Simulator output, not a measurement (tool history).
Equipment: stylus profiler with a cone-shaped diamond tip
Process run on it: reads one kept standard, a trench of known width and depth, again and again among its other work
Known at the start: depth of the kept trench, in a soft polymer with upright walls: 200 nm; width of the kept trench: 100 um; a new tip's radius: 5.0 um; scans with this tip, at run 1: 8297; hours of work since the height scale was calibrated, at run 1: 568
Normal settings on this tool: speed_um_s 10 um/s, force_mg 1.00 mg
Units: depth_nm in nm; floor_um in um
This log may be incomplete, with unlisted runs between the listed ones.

| run | hour | speed_um_s | force_mg | scans with this tip | hours of work since the height scale was calibrated | depth_nm | floor_um |
|---|---|---|---|---|---|---|---|
| 1 | 0.0 | 10 | 1.00 | 8297 | 568 | 200.25 | 96.02 |
| 2 | 29.4 | 23 | 1.00 | 8567 | 587 | 200.32 | 95.94 |
| 3 | 59.2 | 23 | 1.00 | 8839 | 605 | 200.33 | 95.90 |
| 4 | 80.2 | 23 | 1.00 | 9032 | 618 | 200.26 | 95.92 |
| 5 | 104.6 | 10 | 1.00 | 9256 | 634 | 200.21 | 95.91 |
| 6 | 135.7 | 10 | 1.00 | 9541 | 653 | 200.37 | 95.93 |
| 7 | 169.1 | 10 | 1.00 | 9848 | 674 | 200.21 | 95.84 |
| 8 | 200.5 | 10 | 1.00 | 10135 | 694 | 200.25 | 95.88 |
| 9 | 234.2 | 10 | 1.00 | 10444 | 715 | 200.18 | 95.82 |
| 10 | 262.7 | 10 | 1.00 | 10706 | 733 | 200.17 | 95.76 |
| 11 | 279.3 | 10 | 1.00 | 10858 | 743 | 200.14 | 95.77 |
| 12 | 310.3 | 10 | 1.00 | 11142 | 763 | 200.13 | 95.68 |
| 13 | 340.9 | 10 | 1.00 | 11422 | 782 | 200.21 | 95.66 |
| 14 | 355.9 | 10 | 1.00 | 11560 | 792 | 200.21 | 95.66 |
| 15 | 385.8 | 10 | 1.00 | 11835 | 810 | 200.06 | 95.62 |
|  | 395.0 | height scale calibrated on a step standard |
| 16 | 409.4 | 10 | 1.00 | 12046 | 9 | 199.79 | 95.62 |
| 17 | 438.9 | 10 | 1.00 | 12317 | 28 | 199.84 | 95.59 |
| 18 | 465.2 | 10 | 1.00 | 12558 | 44 | 199.78 | 95.58 |
| 19 | 482.3 | 10 | 1.00 | 12715 | 55 | 199.84 | 95.53 |
| 20 | 504.0 | 10 | 0.35 | 12914 | 68 | 199.50 | 95.52 |
| 21 | 529.6 | 31 | 1.00 | 13149 | 84 | 199.73 | 95.38 |
| 22 | 551.2 | 31 | 1.00 | 13347 | 98 | 199.80 | 95.41 |
| 23 | 577.1 | 10 | 0.93 | 13584 | 114 | 199.71 | 95.45 |
|  | 590.1 | height scale calibrated on a step standard, once more |
| 24 | 601.2 | 10 | 0.93 | 13801 | 7 | 200.89 | 95.41 |
| 25 | 627.8 | 32 | 0.82 | 14044 | 24 | 200.66 | 95.38 |
| 26 | 654.3 | 3 | 0.37 | 14288 | 40 | 200.36 | 95.46 |
| 27 | 679.8 | 3 | 0.37 | 14522 | 56 | 200.38 | 95.44 |
| 28 | 708.3 | 40 | 1.44 | 14783 | 74 | 201.01 | 95.25 |
| 29 | 722.2 | 40 | 1.44 | 14910 | 83 | 201.07 | 95.23 |
| 30 | 747.4 | 24 | 0.54 | 15142 | 99 | 200.45 | 95.24 |
| 31 | 778.8 | 18 | 1.87 | 15429 | 118 | 201.10 | 95.31 |
| 32 | 795.3 | 18 | 1.87 | 15580 | 129 | 201.16 | 95.21 |
| 33 | 820.8 | 18 | 1.87 | 15814 | 145 | 201.07 | 95.24 |
| 34 | 844.0 | 18 | 1.87 | 16028 | 159 | 201.04 | 95.18 |
| 35 | 870.2 | 18 | 1.87 | 16267 | 176 | 201.00 | 95.19 |
| 36 | 895.5 | 11 | 1.08 | 16500 | 192 | 200.72 | 95.19 |
| 37 | 909.7 | 22 | 1.04 | 16630 | 201 | 200.77 | 95.12 |
| 38 | 930.8 | 6 | 2.43 | 16823 | 214 | 201.24 | 95.15 |
| 39 | 949.7 | 3 | 0.88 | 16996 | 226 | 200.29 | 95.16 |
| 40 | 973.0 | 3 | 0.88 | 17210 | 240 | 200.49 | 95.11 |
| 41 | 998.3 | 31 | 1.15 | 17442 | 256 | 200.43 | 95.08 |
| 42 | 1023.1 | 5 | 1.32 | 17669 | 272 | 200.65 | 95.10 |
| 43 | 1055.6 | 3 | 1.32 | 17968 | 292 | 200.76 | 95.03 |

Some steps in depth_nm between neighbouring runs. How much of each would the tool show without its hidden state too (settings, what came in, random variation), and how much is left for the hidden state, with any gauge scatter that isn't in both results?
The hidden state here: radius of the tip, um; height scale over the true one, %; drift of the gauge itself on depth_nm, %; drift of the gauge itself on floor_um, %.
Run 5 -> 6: no setting changed, nothing entered. depth_nm +0.16 nm: hidden state -0.03, all else +0.19.
Run 15 -> 16: height scale calibrated on a step standard. depth_nm -0.27 nm: hidden state -0.29, all else +0.02.
Run 23 -> 24: height scale calibrated on a step standard, once more. depth_nm +1.18 nm: hidden state +1.07, all else +0.11.
Run 30 -> 31: speed_um_s 24 -> 18, force_mg 0.54 -> 1.87. depth_nm +0.65 nm: hidden state -0.02, all else +0.67.
Run 38 -> 39: speed_um_s 6 -> 3, force_mg 2.43 -> 0.88. depth_nm -0.95 nm: hidden state -0.01, all else -0.94.
